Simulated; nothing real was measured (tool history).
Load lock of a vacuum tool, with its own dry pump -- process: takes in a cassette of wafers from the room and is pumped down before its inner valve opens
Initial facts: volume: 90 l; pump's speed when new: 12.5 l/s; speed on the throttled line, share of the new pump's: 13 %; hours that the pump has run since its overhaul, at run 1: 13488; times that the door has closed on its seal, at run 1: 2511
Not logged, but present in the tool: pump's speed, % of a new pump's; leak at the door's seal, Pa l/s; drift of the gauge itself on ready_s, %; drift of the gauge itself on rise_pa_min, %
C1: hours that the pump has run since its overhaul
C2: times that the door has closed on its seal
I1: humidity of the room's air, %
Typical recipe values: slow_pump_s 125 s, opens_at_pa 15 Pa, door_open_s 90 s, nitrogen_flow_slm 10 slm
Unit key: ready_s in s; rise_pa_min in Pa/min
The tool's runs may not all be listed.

Run 1, hour 0.0: usual settings; C1 13488; C2 2511; I1 45.7. Result: ready_s 176.6 s, rise_pa_min 0.047 Pa/min.
Run 2, hour 265.3: usual settings but opens_at_pa 25 Pa; C1 13753; C2 3104; I1 43.9. Result: ready_s 173.0 s, rise_pa_min 0.042 Pa/min.
Run 3, hour 482.5: usual settings but opens_at_pa 25 Pa; C1 13970; C2 3589; I1 43.3. Result: ready_s 172.7 s, rise_pa_min 0.048 Pa/min.
Run 4, hour 777.2: usual settings but opens_at_pa 25 Pa; C1 14265; C2 4247; I1 47.0. Result: ready_s 173.7 s, rise_pa_min 0.054 Pa/min.
Run 5, hour 968.3: usual settings but opens_at_pa 25 Pa; C1 14456; C2 4674; I1 43.5. Result: ready_s 172.7 s, rise_pa_min 0.052 Pa/min.
Run 6, hour 1135.0: usual settings but opens_at_pa 25 Pa; C1 14623; C2 5047; I1 48.4. Result: ready_s 173.2 s, rise_pa_min 0.053 Pa/min.
Run 7, hour 1490.0: usual settings but opens_at_pa 19 Pa; C1 14978; C2 5840; I1 46.0. Result: ready_s 175.9 s, rise_pa_min 0.051 Pa/min.
Run 8, hour 1694.2: usual settings but opens_at_pa 19 Pa, nitrogen_flow_slm 16 slm; C1 15182; C2 6296; I1 48.0. Result: ready_s 175.7 s, rise_pa_min 0.050 Pa/min.
Run 9, hour 1843.2: usual settings but opens_at_pa 19 Pa, nitrogen_flow_slm 16 slm; C1 15331; C2 6629; I1 44.4. Result: ready_s 175.4 s, rise_pa_min 0.044 Pa/min.
Run 10, hour 2189.5: usual settings but opens_at_pa 19 Pa, nitrogen_flow_slm 16 slm; C1 15677; C2 7403; I1 44.4. Result: ready_s 175.2 s, rise_pa_min 0.053 Pa/min.
Run 11, hour 2444.2: usual settings but opens_at_pa 19 Pa, nitrogen_flow_slm 16 slm; C1 15932; C2 7972; I1 44.7. Result: ready_s 175.8 s, rise_pa_min 0.058 Pa/min.
Run 12, hour 2612.4: usual settings but opens_at_pa 19 Pa, nitrogen_flow_slm 16 slm; C1 16100; C2 8348; I1 44.3. Result: ready_s 175.9 s, rise_pa_min 0.056 Pa/min.
Run 13, hour 2975.5: usual settings but opens_at_pa 25 Pa; C1 16463; C2 9159; I1 42.7. Result: ready_s 174.0 s, rise_pa_min 0.063 Pa/min.
Run 14, hour 3231.5: usual settings but opens_at_pa 25 Pa; C1 16719; C2 9731; I1 45.5. Result: ready_s 173.8 s, rise_pa_min 0.073 Pa/min.
Run 15, hour 3432.4: usual settings but opens_at_pa 25 Pa; C1 16920; C2 10180; I1 45.4. Result: ready_s 173.2 s, rise_pa_min 0.065 Pa/min.
Run 16, hour 3649.5: usual settings but nitrogen_flow_slm 5 slm; C1 17137; C2 10665; I1 45.6. Result: ready_s 179.3 s, rise_pa_min 0.074 Pa/min.
Run 17, hour 3860.5: usual settings but door_open_s 27 s, nitrogen_flow_slm 5 slm; C1 17348; C2 11137; I1 46.8. Result: ready_s 177.6 s, rise_pa_min 0.060 Pa/min.
Run 18, hour 4166.1: usual settings but door_open_s 27 s, nitrogen_flow_slm 5 slm; C1 17654; C2 11819; I1 43.9. Result: ready_s 178.0 s, rise_pa_min 0.055 Pa/min.
Run 19, hour 4378.9: usual settings but opens_at_pa 23 Pa, door_open_s 206 s; C1 17867; C2 12295; I1 45.5. Result: ready_s 174.5 s, rise_pa_min 0.113 Pa/min.
Run 20, hour 4719.2: usual settings but slow_pump_s 183 s, opens_at_pa 13 Pa, door_open_s 174 s, nitrogen_flow_slm 6 slm; C1 18207; C2 13055; I1 48.3. Result: ready_s 228.8 s, rise_pa_min 0.114 Pa/min.
Run 21, hour 4949.4: usual settings but slow_pump_s 83 s, nitrogen_flow_slm 8 slm; C1 18437; C2 13569; I1 43.5. Result: ready_s 143.6 s, rise_pa_min 0.085 Pa/min.
Run 22, hour 5125.6: usual settings but slow_pump_s 83 s, opens_at_pa 13 Pa, nitrogen_flow_slm 8 slm; C1 18613; C2 13963; I1 45.3. Result: ready_s 144.6 s, rise_pa_min 0.087 Pa/min.
Run 23, hour 5300.1: usual settings but slow_pump_s 72 s, opens_at_pa 16 Pa, door_open_s 44 s, nitrogen_flow_slm 32 slm; C1 18788; C2 14353; I1 46.1. Result: ready_s 132.9 s, rise_pa_min 0.067 Pa/min.
Run 24, hour 5503.7: usual settings but slow_pump_s 72 s, opens_at_pa 22 Pa, door_open_s 47 s, nitrogen_flow_slm 32 slm; C1 18991; C2 14808; I1 44.8. Result: ready_s 130.6 s, rise_pa_min 0.071 Pa/min.
Run 25, hour 5834.9: usual settings but slow_pump_s 212 s; C1 19323; C2 15548; I1 46.3. Result: ready_s 253.1 s, rise_pa_min 0.092 Pa/min.
Run 26, hour 6031.3: usual settings but opens_at_pa 11 Pa, nitrogen_flow_slm 42 slm; C1 19519; C2 15987; I1 42.2. Result: ready_s 181.3 s, rise_pa_min 0.087 Pa/min.
Run 27, hour 6303.2: usual settings but slow_pump_s 89 s; C1 19791; C2 16594; I1 42.7. Result: ready_s 148.1 s, rise_pa_min 0.101 Pa/min.
Run 28, hour 6581.0: usual settings but slow_pump_s 81 s, nitrogen_flow_slm 29 slm; C1 20069; C2 17215; I1 45.4. Result: ready_s 143.0 s, rise_pa_min 0.094 Pa/min.
Run 29, hour 6731.2: usual settings but slow_pump_s 142 s, door_open_s 32 s, nitrogen_flow_slm 29 slm; C1 20219; C2 17550; I1 42.8. Result: ready_s 194.1 s, rise_pa_min 0.084 Pa/min.
Run 30, hour 6910.8: usual settings but slow_pump_s 145 s; C1 20399; C2 17952; I1 44.1. Result: ready_s 196.3 s, rise_pa_min 0.108 Pa/min.
Run 31, hour 7266.6: usual settings but slow_pump_s 145 s, door_open_s 81 s; C1 20754; C2 18747; I1 44.6. Result: ready_s 196.0 s, rise_pa_min 0.109 Pa/min.
Run 32, hour 7471.2: usual settings but nitrogen_flow_slm 26 slm; C1 20959; C2 19204; I1 46.1. Result: ready_s 180.1 s, rise_pa_min 0.108 Pa/min.
Run 33, hour 7659.1: usual settings but nitrogen_flow_slm 26 slm; C1 21147; C2 19624; I1 47.7. Result: ready_s 180.3 s, rise_pa_min 0.107 Pa/min.
Run 34, hour 7948.9: usual settings but opens_at_pa 10 Pa, door_open_s 55 s; C1 21437; C2 20271; I1 46.8. Result: ready_s 184.1 s, rise_pa_min 0.110 Pa/min.
Run 35, hour 8310.4: usual settings but slow_pump_s 117 s, opens_at_pa 11 Pa, door_open_s 40 s, nitrogen_flow_slm 11 slm; C1 21798; C2 21079; I1 45.1. Result: ready_s 176.0 s, rise_pa_min 0.111 Pa/min.
Run 36, hour 8481.4: usual settings but slow_pump_s 228 s, opens_at_pa 11 Pa, door_open_s 142 s, nitrogen_flow_slm 9 slm; C1 21969; C2 21461; I1 43.9. Result: ready_s 269.9 s, rise_pa_min 0.139 Pa/min.

4 options for the next run, each taken on its own from the tool as it stands now. Forecast them:
Run A, hour 8836.7: usual settings but slow_pump_s 228 s, opens_at_pa 11 Pa, door_open_s 34 s, nitrogen_flow_slm 23 slm; C1 22324; C2 22255; I1 47.7. Result: ready_s ?, rise_pa_min ?.
Run B, hour 8836.7: usual settings but slow_pump_s 199 s, opens_at_pa 11 Pa, door_open_s 142 s, nitrogen_flow_slm 9 slm; C1 22324; C2 22255; I1 43.8. Result: ready_s ?, rise_pa_min ?.
Run C, hour 8836.7: usual settings but slow_pump_s 146 s, opens_at_pa 11 Pa, door_open_s 104 s, nitrogen_flow_slm 9 slm; C1 22324; C2 22255; I1 46.1. Result: ready_s ?, rise_pa_min ?.
Run D, hour 8836.7: usual settings but door_open_s 55 s; C1 22324; C2 22255; I1 43.1. Result: ready_s ?, rise_pa_min ?.

run  ready_s  rise_pa_min
  A    270.4        0.109
  B    246.1        0.147
  C    200.2        0.139
  D    180.7        0.122
With no hidden state in the tool, these same runs would have given:
run  ready_s  rise_pa_min
  A    264.3        0.014
  B    239.4        0.051
  C    192.1        0.043
  D    172.5        0.024
